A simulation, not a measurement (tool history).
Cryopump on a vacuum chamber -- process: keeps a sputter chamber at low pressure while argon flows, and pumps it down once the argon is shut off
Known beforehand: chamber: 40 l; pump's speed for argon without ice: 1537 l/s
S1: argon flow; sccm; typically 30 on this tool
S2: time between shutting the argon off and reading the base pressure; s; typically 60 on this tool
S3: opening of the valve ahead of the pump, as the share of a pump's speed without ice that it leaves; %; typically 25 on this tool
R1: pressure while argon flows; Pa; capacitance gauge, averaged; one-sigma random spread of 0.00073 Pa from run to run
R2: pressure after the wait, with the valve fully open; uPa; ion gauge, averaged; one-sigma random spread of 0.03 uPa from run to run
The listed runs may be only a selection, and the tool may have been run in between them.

| run | hour | S1 | S2 | S3 | R1 | R2 |
|---|---|---|---|---|---|---|
| 1 | 0.0 | 30 | 60 | 25 | 0.1383 | 1.59 |
| 2 | 82.3 | 30 | 60 | 25 | 0.1395 | 1.60 |
| 3 | 157.8 | 17 | 60 | 25 | 0.0785 | 1.64 |
| 4 | 216.0 | 17 | 60 | 25 | 0.0788 | 1.72 |
| 5 | 257.7 | 17 | 60 | 25 | 0.0786 | 1.73 |
| 6 | 340.1 | 17 | 60 | 25 | 0.0794 | 1.76 |
| 7 | 406.1 | 17 | 60 | 25 | 0.0803 | 1.80 |
| 8 | 458.3 | 17 | 60 | 25 | 0.0801 | 1.85 |
| 9 | 497.9 | 17 | 60 | 25 | 0.0809 | 1.91 |
| 10 | 539.5 | 30 | 60 | 15 | 0.2312 | 1.87 |
| 11 | 624.0 | 30 | 60 | 15 | 0.2319 | 1.91 |
| 12 | 706.6 | 30 | 277 | 25 | 0.1439 | 0.88 |
| 13 | 784.6 | 30 | 277 | 25 | 0.1446 | 0.96 |
| 14 | 844.2 | 30 | 277 | 25 | 0.1464 | 1.00 |
| 15 | 912.9 | 30 | 277 | 25 | 0.1472 | 1.04 |
| 16 | 996.6 | 30 | 277 | 25 | 0.1470 | 1.09 |
|  | 1057.7 | pump warmed up, emptied and cooled again |
| 17 | 1083.9 | 30 | 277 | 46 | 0.0735 | 0.87 |

Run 18 comes next. What will it give?
| 18 | 1140.8 | 30 | 53 | 28 | ? | ? |

R1: 0.1191 Pa
R2: 2.20 uPa
If the tool had no hidden condition, the same run with the same run-to-run variation would have returned R1 0.1168 Pa, R2 1.75 uPa.
